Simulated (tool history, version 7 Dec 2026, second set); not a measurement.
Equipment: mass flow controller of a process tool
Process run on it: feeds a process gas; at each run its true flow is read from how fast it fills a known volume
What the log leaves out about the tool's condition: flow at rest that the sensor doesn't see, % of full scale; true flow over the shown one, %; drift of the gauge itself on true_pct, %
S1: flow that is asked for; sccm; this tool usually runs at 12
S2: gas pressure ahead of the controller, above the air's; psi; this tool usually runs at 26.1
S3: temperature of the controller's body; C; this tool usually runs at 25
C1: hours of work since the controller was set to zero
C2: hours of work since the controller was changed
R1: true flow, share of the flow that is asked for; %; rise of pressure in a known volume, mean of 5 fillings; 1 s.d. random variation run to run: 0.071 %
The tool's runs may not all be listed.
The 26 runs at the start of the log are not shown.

{"run": 27, "hour": 4039.5, "S1": 12, "S2": 26.1, "S3": 25, "C1": 3400, "C2": 3400, "R1": 102.94}
{"run": 28, "hour": 4189.2, "S1": 12, "S2": 27.1, "S3": 29, "C1": 3461, "C2": 3461, "R1": 103.15}
{"run": 29, "hour": 4374.9, "S1": 5, "S2": 34.2, "S3": 25, "C1": 3538, "C2": 3538, "R1": 104.77}
{"run": 30, "hour": 4591.4, "S1": 5, "S2": 34.2, "S3": 25, "C1": 3627, "C2": 3627, "R1": 104.94}
{"run": 31, "hour": 4785.9, "S1": 5, "S2": 34.2, "S3": 25, "C1": 3707, "C2": 3707, "R1": 104.99}
{"run": 32, "hour": 5007.6, "S1": 6, "S2": 23.8, "S3": 25, "C1": 3799, "C2": 3799, "R1": 105.11}
{"hour": 5026.6, "done": "controller's zero set anew"}
{"run": 33, "hour": 5222.5, "S1": 6, "S2": 23.8, "S3": 25, "C1": 81, "C2": 3887, "R1": 106.56}
{"run": 34, "hour": 5394.5, "S1": 6, "S2": 32.9, "S3": 20, "C1": 152, "C2": 3958, "R1": 105.81}
{"run": 35, "hour": 5508.9, "S1": 6, "S2": 25.1, "S3": 29, "C1": 199, "C2": 4005, "R1": 106.72}
{"run": 36, "hour": 5718.0, "S1": 6, "S2": 25.1, "S3": 29, "C1": 285, "C2": 4091, "R1": 106.92}
{"hour": 5824.0, "done": "controller's zero set anew, once more"}
{"run": 37, "hour": 5877.6, "S1": 6, "S2": 25.1, "S3": 29, "C1": 22, "C2": 4157, "R1": 101.82}
{"run": 38, "hour": 6105.5, "S1": 15, "S2": 23.1, "S3": 32, "C1": 116, "C2": 4251, "R1": 102.24}
{"run": 39, "hour": 6288.1, "S1": 15, "S2": 23.1, "S3": 32, "C1": 191, "C2": 4326, "R1": 102.32}
{"run": 40, "hour": 6470.5, "S1": 15, "S2": 28.3, "S3": 23, "C1": 266, "C2": 4401, "R1": 101.49}
{"run": 41, "hour": 6643.7, "S1": 15, "S2": 34.4, "S3": 33, "C1": 338, "C2": 4473, "R1": 101.91}
{"run": 42, "hour": 6749.8, "S1": 3, "S2": 26.1, "S3": 22, "C1": 382, "C2": 4516, "R1": 102.17}
{"run": 43, "hour": 6974.4, "S1": 3, "S2": 26.1, "S3": 22, "C1": 474, "C2": 4609, "R1": 102.41}
{"run": 44, "hour": 7119.4, "S1": 2, "S2": 36.7, "S3": 36, "C1": 534, "C2": 4669, "R1": 103.39}
{"run": 45, "hour": 7247.6, "S1": 5, "S2": 30.0, "S3": 36, "C1": 587, "C2": 4722, "R1": 102.75}
{"run": 46, "hour": 7402.0, "S1": 3, "S2": 26.1, "S3": 20, "C1": 650, "C2": 4785, "R1": 102.53}
{"run": 47, "hour": 7573.6, "S1": 14, "S2": 35.8, "S3": 35, "C1": 721, "C2": 4856, "R1": 102.16}
{"run": 48, "hour": 7805.4, "S1": 4, "S2": 20.6, "S3": 34, "C1": 817, "C2": 4952, "R1": 103.81}
{"run": 49, "hour": 8002.4, "S1": 2, "S2": 35.8, "S3": 39, "C1": 898, "C2": 5033, "R1": 104.9}

Branching from run 49: 3 alternative next runs. What would each branch give?
{"run": "A", "hour": 8166.2, "S1": 3, "S2": 26.1, "S3": 23, "C1": 965, "C2": 5100, "R1": "?"}
{"run": "B", "hour": 8166.2, "S1": 14, "S2": 35.8, "S3": 39, "C1": 965, "C2": 5100, "R1": "?"}
{"run": "C", "hour": 8166.2, "S1": 2, "S2": 35.8, "S3": 35, "C1": 965, "C2": 5100, "R1": "?"}

run=A R1=103.67
run=B R1=102.72
run=C R1=104.89
Had the tool no hidden state, the same runs would have come out as:
run=A R1=99.81
run=B R1=100.47
run=C R1=100.00

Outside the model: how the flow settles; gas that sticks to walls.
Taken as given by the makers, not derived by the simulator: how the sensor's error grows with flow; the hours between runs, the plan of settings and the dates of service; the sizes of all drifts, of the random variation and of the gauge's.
